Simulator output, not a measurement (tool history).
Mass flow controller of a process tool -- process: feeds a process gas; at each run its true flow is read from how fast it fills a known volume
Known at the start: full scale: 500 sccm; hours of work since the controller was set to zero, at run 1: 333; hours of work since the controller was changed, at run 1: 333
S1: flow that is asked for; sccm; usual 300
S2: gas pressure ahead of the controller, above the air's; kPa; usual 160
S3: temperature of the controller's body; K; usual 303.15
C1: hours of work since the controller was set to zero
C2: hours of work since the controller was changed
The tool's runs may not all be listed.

{"run": 1, "hour": 0.0, "S1": 300, "S2": 160, "S3": 303.15, "C1": 333, "C2": 333, "true flow (%)": 98.7}
{"run": 2, "hour": 70.2, "S1": 300, "S2": 160, "S3": 303.15, "C1": 363, "C2": 363, "true flow (%)": 98.63}
{"run": 3, "hour": 116.8, "S1": 300, "S2": 160, "S3": 303.15, "C1": 383, "C2": 383, "true flow (%)": 98.58}
{"run": 4, "hour": 204.2, "S1": 300, "S2": 160, "S3": 299.15, "C1": 421, "C2": 421, "true flow (%)": 99.03}
{"run": 5, "hour": 253.3, "S1": 300, "S2": 160, "S3": 299.15, "C1": 442, "C2": 442, "true flow (%)": 99.01}
{"run": 6, "hour": 294.6, "S1": 300, "S2": 160, "S3": 299.15, "C1": 460, "C2": 460, "true flow (%)": 98.97}
{"run": 7, "hour": 339.9, "S1": 300, "S2": 160, "S3": 299.15, "C1": 479, "C2": 479, "true flow (%)": 99.12}
{"run": 8, "hour": 396.4, "S1": 300, "S2": 179, "S3": 307.15, "C1": 504, "C2": 504, "true flow (%)": 98.27}
{"run": 9, "hour": 443.3, "S1": 300, "S2": 179, "S3": 307.15, "C1": 524, "C2": 524, "true flow (%)": 98.25}
{"run": 10, "hour": 544.2, "S1": 178, "S2": 144, "S3": 303.15, "C1": 567, "C2": 567, "true flow (%)": 98.29}
{"run": 11, "hour": 641.8, "S1": 178, "S2": 195, "S3": 305.15, "C1": 609, "C2": 609, "true flow (%)": 97.95}
{"run": 12, "hour": 739.0, "S1": 206, "S2": 161, "S3": 311.15, "C1": 651, "C2": 651, "true flow (%)": 97.67}
{"run": 13, "hour": 788.2, "S1": 206, "S2": 161, "S3": 311.15, "C1": 673, "C2": 673, "true flow (%)": 97.55}

Predict each of these 5 candidate next runs independently; none follows another, all start after run 13:
{"run": "A", "hour": 862.1, "S1": 307, "S2": 211, "S3": 297.15, "C1": 704, "C2": 704, "true flow (%)": "?"}
{"run": "B", "hour": 862.1, "S1": 281, "S2": 161, "S3": 298.15, "C1": 704, "C2": 704, "true flow (%)": "?"}
{"run": "C", "hour": 862.1, "S1": 240, "S2": 172, "S3": 303.15, "C1": 704, "C2": 704, "true flow (%)": "?"}
{"run": "D", "hour": 862.1, "S1": 300, "S2": 265, "S3": 304.15, "C1": 704, "C2": 704, "true flow (%)": "?"}
{"run": "E", "hour": 862.1, "S1": 379, "S2": 160, "S3": 299.15, "C1": 704, "C2": 704, "true flow (%)": "?"}

run=A true_flow_(%)=99.20
run=B true_flow_(%)=99.20
run=C true_flow_(%)=98.53
run=D true_flow_(%)=98.39
run=E true_flow_(%)=99.51
Without the tool's hidden state the same runs would have given:
run=A true_flow_(%)=98.84
run=B true_flow_(%)=98.80
run=C true_flow_(%)=98.08
run=D true_flow_(%)=98.01
run=E true_flow_(%)=99.20

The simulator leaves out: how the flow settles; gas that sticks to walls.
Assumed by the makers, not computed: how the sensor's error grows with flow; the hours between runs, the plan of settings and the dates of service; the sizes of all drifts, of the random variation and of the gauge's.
